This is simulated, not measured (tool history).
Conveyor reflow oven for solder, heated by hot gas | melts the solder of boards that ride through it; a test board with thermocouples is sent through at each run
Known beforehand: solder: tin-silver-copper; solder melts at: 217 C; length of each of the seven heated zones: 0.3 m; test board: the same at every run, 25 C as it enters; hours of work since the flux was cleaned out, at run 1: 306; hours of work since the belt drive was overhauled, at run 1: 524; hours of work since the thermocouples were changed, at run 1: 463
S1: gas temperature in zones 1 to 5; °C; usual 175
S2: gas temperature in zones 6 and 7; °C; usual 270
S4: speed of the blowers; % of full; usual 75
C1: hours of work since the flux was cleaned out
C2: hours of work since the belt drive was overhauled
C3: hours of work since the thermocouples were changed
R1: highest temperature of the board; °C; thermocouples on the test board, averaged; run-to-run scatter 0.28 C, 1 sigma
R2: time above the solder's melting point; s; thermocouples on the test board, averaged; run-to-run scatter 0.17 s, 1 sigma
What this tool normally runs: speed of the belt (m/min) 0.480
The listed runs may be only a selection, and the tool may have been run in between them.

Run 1, hour 0.0: usual settings; C1 306; C2 524; C3 463. Result: R1 255.3 °C, R2 58.9 s.
At hour 36.5: flux residue cleaned out of gas plates and filters.
Run 2, hour 58.4: usual settings but S1 179 °C; C1 16; C2 562; C3 501. Result: R1 257.2 °C, R2 62.1 s.
Run 3, hour 88.4: usual settings but S1 185 °C; C1 37; C2 584; C3 522. Result: R1 257.7 °C, R2 64.7 s.
Run 4, hour 126.7: usual settings but S4 52 % of full; C1 64; C2 611; C3 550. Result: R1 251.8 °C, R2 56.2 s.
Run 5, hour 155.8: usual settings but S4 52 % of full; C1 85; C2 632; C3 571. Result: R1 251.6 °C, R2 55.8 s.
At hour 185.9: thermocouples of zones 6 and 7 changed.
Run 6, hour 211.2: usual settings but S4 67 % of full; C1 123; C2 670; C3 18. Result: R1 255.5 °C, R2 59.4 s.
Run 7, hour 270.8: usual settings but S2 272 °C, S4 67 % of full; C1 166; C2 713; C3 61. Result: R1 257.2 °C, R2 60.1 s.
Run 8, hour 328.6: usual settings but S2 272 °C, S4 67 % of full; C1 207; C2 754; C3 102. Result: R1 256.7 °C, R2 60.1 s.
Run 9, hour 369.4: usual settings but speed of the belt (m/min) 0.521; C1 236; C2 783; C3 131. Result: R1 253.4 °C, R2 53.5 s.
Run 10, hour 403.1: usual settings but speed of the belt (m/min) 0.521; C1 260; C2 807; C3 155. Result: R1 253.9 °C, R2 53.5 s.
Run 11, hour 458.5: usual settings but speed of the belt (m/min) 0.521; C1 300; C2 847; C3 195. Result: R1 253.9 °C, R2 53.2 s.
Run 12, hour 498.0: usual settings but speed of the belt (m/min) 0.521; C1 328; C2 875; C3 223. Result: R1 253.0 °C, R2 52.8 s.
At hour 505.7: flux residue cleaned out of gas plates and filters.
Run 13, hour 562.0: usual settings; C1 40; C2 917; C3 265. Result: R1 257.2 °C, R2 61.1 s.
Run 14, hour 612.8: usual settings; C1 76; C2 953; C3 301. Result: R1 256.7 °C, R2 61.1 s.
Run 15, hour 658.5: usual settings; C1 109; C2 986; C3 334. Result: R1 257.0 °C, R2 61.0 s.
Run 16, hour 717.4: usual settings but S1 178 °C, S2 276 °C, speed of the belt (m/min) 0.465; C1 151; C2 1028; C3 376. Result: R1 263.2 °C, R2 67.6 s.
Run 17, hour 747.5: usual settings but S1 179 °C, S2 269 °C, speed of the belt (m/min) 0.566, S4 82 % of full; C1 173; C2 1049; C3 397. Result: R1 251.9 °C, R2 49.6 s.
Run 18, hour 796.0: usual settings but S1 179 °C, S2 269 °C, speed of the belt (m/min) 0.566, S4 82 % of full; C1 207; C2 1084; C3 432. Result: R1 252.1 °C, R2 49.3 s.
Run 19, hour 845.4: usual settings but S1 187 °C; C1 242; C2 1119; C3 467. Result: R1 257.9 °C, R2 65.9 s.
At hour 868.1: belt drive overhauled, speed set with a stopwatch.
Run 20, hour 888.8: usual settings but S1 187 °C, speed of the belt (m/min) 0.397, S4 51 % of full; C1 271; C2 15; C3 495. Result: R1 257.5 °C, R2 79.3 s.
Run 21, hour 939.4: usual settings but S1 187 °C, speed of the belt (m/min) 0.397, S4 51 % of full; C1 307; C2 51; C3 531. Result: R1 257.7 °C, R2 79.1 s.
Run 22, hour 966.7: usual settings but S1 187 °C, S2 283 °C, speed of the belt (m/min) 0.472, S4 51 % of full; C1 326; C2 70; C3 551. Result: R1 264.1 °C, R2 68.4 s.
At hour 977.8: flux residue cleaned out of gas plates and filters.
Run 23, hour 1002.1: usual settings but S1 187 °C, S2 283 °C, speed of the belt (m/min) 0.472, S4 51 % of full; C1 17; C2 92; C3 573. Result: R1 265.1 °C, R2 69.9 s.
At hour 1028.9: thermocouples of zones 6 and 7 changed.
Run 24, hour 1045.6: usual settings but S1 167 °C, S2 260 °C; C1 47; C2 122; C3 12. Result: R1 247.0 °C, R2 51.3 s.
Run 25, hour 1094.5: usual settings but S1 167 °C, S2 260 °C; C1 82; C2 157; C3 47. Result: R1 247.1 °C, R2 50.7 s.
Run 26, hour 1129.1: usual settings but S2 279 °C, speed of the belt (m/min) 0.413; C1 107; C2 181; C3 72. Result: R1 269.2 °C, R2 77.6 s.
Run 27, hour 1180.0: usual settings but S2 279 °C, speed of the belt (m/min) 0.444, S4 63 % of full; C1 143; C2 218; C3 108. Result: R1 264.7 °C, R2 69.6 s.
Run 28, hour 1213.4: usual settings but S2 279 °C, speed of the belt (m/min) 0.444, S4 63 % of full; C1 167; C2 241; C3 132. Result: R1 264.9 °C, R2 69.6 s.
Run 29, hour 1249.3: usual settings but S2 272 °C; C1 192; C2 267; C3 157. Result: R1 258.3 °C, R2 61.0 s.
Run 30, hour 1288.9: usual settings but S1 167 °C, S2 262 °C; C1 221; C2 295; C3 186. Result: R1 247.6 °C, R2 51.6 s.

What differs in the tool's unlogged condition from the final listed run ahead of each entry between runs to the first listed run following it?
Between runs 1 and 2: flux residue cleaned out of gas plates and filters (hour 36.5)
  heat that the gas passes to the board, % of a clean oven's: 92.4 -> 99.5; belt's true speed, % of the reading: 99.34 -> 99.29; true gas temperature in zones 6 and 7 over the reading, C: -0.7 -> -0.75
  measured value less the no-hidden-state value, R1: -2.2 -> -0.6 °C; R2: -1.3 -> +0.1 s
Between runs 5 and 6: thermocouples of zones 6 and 7 changed (hour 185.9)
  heat that the gas passes to the board, % of a clean oven's: 97.9 -> 97; belt's true speed, % of the reading: 99.21 -> 99.16; true gas temperature in zones 6 and 7 over the reading, C: -0.85 -> 0.23
  measured value less the no-hidden-state value, R1: -0.9 -> -0.2 °C; R2: -0.3 -> +0.3 s
Between runs 12 and 13: flux residue cleaned out of gas plates and filters (hour 505.7)
  heat that the gas passes to the board, % of a clean oven's: 92 -> 98.5; belt's true speed, % of the reading: 98.9 -> 98.85; true gas temperature in zones 6 and 7 over the reading, C: -0.05 -> -0.1
  measured value less the no-hidden-state value, R1: -1.7 -> -0.1 °C; R2: -0.8 -> +0.7 s
Between runs 19 and 20: belt drive overhauled, speed set with a stopwatch (hour 868.1)
  heat that the gas passes to the board, % of a clean oven's: 93.8 -> 93.1; belt's true speed, % of the reading: 98.59 -> 99.97; true gas temperature in zones 6 and 7 over the reading, C: -0.37 -> -0.4
  measured value less the no-hidden-state value, R1: -1.2 -> -1.3 °C; R2: +0.1 -> -1.0 s
Between runs 22 and 23: flux residue cleaned out of gas plates and filters (hour 977.8)
  heat that the gas passes to the board, % of a clean oven's: 91.8 -> 99; belt's true speed, % of the reading: 99.9 -> 99.88; true gas temperature in zones 6 and 7 over the reading, C: -0.47 -> -0.5
  measured value less the no-hidden-state value, R1: -2.1 -> -0.6 °C; R2: -1.1 -> -0.3 s
Between runs 23 and 24: thermocouples of zones 6 and 7 changed (hour 1028.9)
  heat that the gas passes to the board, % of a clean oven's: 99 -> 98.2; belt's true speed, % of the reading: 99.88 -> 99.84; true gas temperature in zones 6 and 7 over the reading, C: -0.5 -> 0.41
  measured value less the no-hidden-state value, R1: -0.6 -> +0.0 °C; R2: -0.3 -> +0.0 s
